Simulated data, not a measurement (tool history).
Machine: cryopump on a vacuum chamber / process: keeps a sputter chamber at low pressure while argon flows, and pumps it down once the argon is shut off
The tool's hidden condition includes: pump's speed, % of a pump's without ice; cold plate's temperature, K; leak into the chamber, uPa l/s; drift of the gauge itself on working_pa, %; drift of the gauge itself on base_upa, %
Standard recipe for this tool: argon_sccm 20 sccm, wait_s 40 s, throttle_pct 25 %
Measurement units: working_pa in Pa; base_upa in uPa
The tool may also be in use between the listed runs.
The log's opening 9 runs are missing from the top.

run	hour	argon_sccm	wait_s	throttle_pct	hours of work since the pump was warmed up and emptied	hours of work since the cold head was overhauled	hours of work since the chamber's fittings were tightened	working_pa	base_upa
10	583.4	20	110	25	101	1138	495	0.0619	0.55
11	621.1	20	110	25	124	1161	518	0.0621	0.59
12	686.9	20	114	25	163	1200	557	0.0610	0.55
13	766.8	20	40	25	210	1247	604	0.0629	1.15
14	822.0	20	27	25	243	1280	637	0.0621	1.51
15	878.0	13	40	25	277	1314	670	0.0416	1.16
16	934.0	20	40	25	310	1347	704	0.0626	1.11
17	997.6	20	40	25	348	1385	742	0.0626	1.19
18	1087.4	20	40	25	401	1438	795	0.0632	1.16
19	1137.7	16	36	18	431	1468	825	0.0702	1.28
20	1193.5	10	280	37	465	1502	858	0.0210	0.46
21	1243.1	20	103	25	494	1531	888	0.0641	0.71
22	1306.7	20	214	25	532	1569	926	0.0636	0.55
23	1390.3	20	214	25	582	1619	976	0.0638	0.55
24	1469.0	20	214	36	629	1666	1022	0.0456	0.57
25	1536.1	20	214	36	669	1706	1062	0.0446	0.55
26	1606.1	21	167	36	710	1747	1104	0.0474	0.62
27	1659.2	21	167	36	742	1779	1136	0.0481	0.62
28	1743.3	20	61	25	792	1829	1186	0.0644	0.98
29	1805.6	16	40	22	829	1866	1223	0.0588	1.28
30	1857.9	8	60	35	860	1897	1254	0.0190	1.03
31	1931.9	8	56	35	904	1941	1298	0.0185	1.09
32	2018.1	12	22	29	956	1993	1349	0.0348	2.02
33	2066.0	12	22	29	984	2021	1378	0.0345	2.09
34	2142.7	12	22	29	1030	2067	1424	0.0336	2.09

Alternative continuations, all from the tool just after run 34; predict every row:
# hour 2160.9: pump warmed up, emptied and cooled again
A	2203.2	16	43	29	25	2100	1457	?	?
# hour 2160.9: pump warmed up, emptied and cooled again
B	2203.2	20	40	27	25	2100	1457	?	?
# hour 2160.9: pump warmed up, emptied and cooled again
C	2203.2	12	47	42	25	2100	1457	?	?

run	working_pa	base_upa
A	0.0416	1.23
B	0.0572	1.31
C	0.0221	1.14
With the hidden condition removed and each run's random variation left untouched, the same runs would have given:
run	working_pa	base_upa
A	0.0412	0.93
B	0.0567	1.02
C	0.0218	0.85
